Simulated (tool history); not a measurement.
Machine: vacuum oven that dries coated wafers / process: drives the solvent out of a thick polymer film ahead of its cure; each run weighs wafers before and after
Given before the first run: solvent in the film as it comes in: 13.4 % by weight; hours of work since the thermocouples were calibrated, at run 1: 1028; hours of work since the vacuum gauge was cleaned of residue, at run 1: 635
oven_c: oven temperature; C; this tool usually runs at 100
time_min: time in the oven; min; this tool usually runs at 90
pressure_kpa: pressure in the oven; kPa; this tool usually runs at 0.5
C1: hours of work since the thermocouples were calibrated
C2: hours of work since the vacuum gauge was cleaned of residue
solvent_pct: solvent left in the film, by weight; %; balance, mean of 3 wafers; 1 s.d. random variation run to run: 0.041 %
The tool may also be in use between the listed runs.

{"run": 1, "hour": 0.0, "oven_c": 100, "time_min": 90, "pressure_kpa": 0.5, "C1": 1028, "C2": 635, "solvent_pct": 3.18}
{"run": 2, "hour": 65.7, "oven_c": 100, "time_min": 90, "pressure_kpa": 0.5, "C1": 1060, "C2": 666, "solvent_pct": 3.14}
{"run": 3, "hour": 113.2, "oven_c": 100, "time_min": 90, "pressure_kpa": 0.5, "C1": 1083, "C2": 689, "solvent_pct": 3.21}
{"run": 4, "hour": 172.4, "oven_c": 100, "time_min": 90, "pressure_kpa": 0.672, "C1": 1111, "C2": 717, "solvent_pct": 3.17}
{"run": 5, "hour": 239.1, "oven_c": 100, "time_min": 90, "pressure_kpa": 0.672, "C1": 1143, "C2": 749, "solvent_pct": 3.23}
{"run": 6, "hour": 292.6, "oven_c": 100, "time_min": 90, "pressure_kpa": 0.672, "C1": 1169, "C2": 775, "solvent_pct": 3.27}
{"hour": 308.6, "done": "oven's thermocouples calibrated"}
{"run": 7, "hour": 352.7, "oven_c": 100, "time_min": 90, "pressure_kpa": 0.672, "C1": 21, "C2": 803, "solvent_pct": 2.83}
{"run": 8, "hour": 380.9, "oven_c": 100, "time_min": 90, "pressure_kpa": 1.802, "C1": 35, "C2": 816, "solvent_pct": 3.29}
{"run": 9, "hour": 429.3, "oven_c": 100, "time_min": 90, "pressure_kpa": 1.802, "C1": 58, "C2": 840, "solvent_pct": 3.27}
{"run": 10, "hour": 486.4, "oven_c": 100, "time_min": 90, "pressure_kpa": 1.802, "C1": 85, "C2": 867, "solvent_pct": 3.26}
{"run": 11, "hour": 545.2, "oven_c": 100, "time_min": 90, "pressure_kpa": 1.802, "C1": 113, "C2": 895, "solvent_pct": 3.33}
{"run": 12, "hour": 594.7, "oven_c": 100, "time_min": 90, "pressure_kpa": 0.627, "C1": 137, "C2": 919, "solvent_pct": 2.85}
{"run": 13, "hour": 650.7, "oven_c": 107, "time_min": 79, "pressure_kpa": 0.252, "C1": 164, "C2": 946, "solvent_pct": 2.17}
{"run": 14, "hour": 716.1, "oven_c": 100, "time_min": 117, "pressure_kpa": 0.503, "C1": 195, "C2": 977, "solvent_pct": 2}
{"run": 15, "hour": 744.4, "oven_c": 100, "time_min": 117, "pressure_kpa": 0.503, "C1": 209, "C2": 991, "solvent_pct": 1.95}
{"run": 16, "hour": 779.6, "oven_c": 98, "time_min": 132, "pressure_kpa": 0.607, "C1": 226, "C2": 1008, "solvent_pct": 1.98}
{"run": 17, "hour": 822.9, "oven_c": 110, "time_min": 46, "pressure_kpa": 1.198, "C1": 247, "C2": 1029, "solvent_pct": 3.89}
{"run": 18, "hour": 873.1, "oven_c": 91, "time_min": 46, "pressure_kpa": 1.361, "C1": 271, "C2": 1053, "solvent_pct": 7.24}
{"run": 19, "hour": 907.8, "oven_c": 107, "time_min": 46, "pressure_kpa": 0.444, "C1": 287, "C2": 1069, "solvent_pct": 4.24}
{"run": 20, "hour": 954.0, "oven_c": 114, "time_min": 58, "pressure_kpa": 1.65, "C1": 310, "C2": 1091, "solvent_pct": 2.5}
{"run": 21, "hour": 1005.4, "oven_c": 92, "time_min": 140, "pressure_kpa": 0.522, "C1": 334, "C2": 1116, "solvent_pct": 2.67}
{"run": 22, "hour": 1034.9, "oven_c": 92, "time_min": 140, "pressure_kpa": 0.522, "C1": 348, "C2": 1130, "solvent_pct": 2.74}

Predict the results of run 23:
{"run": 23, "hour": 1066.6, "oven_c": 113, "time_min": 63, "pressure_kpa": 1.764, "C1": 364, "C2": 1145, "solvent_pct": "?"}

{"run 23": {"solvent_pct": 2.51}}
Without the tool's hidden state the same run would have given solvent_pct 2.36 %.
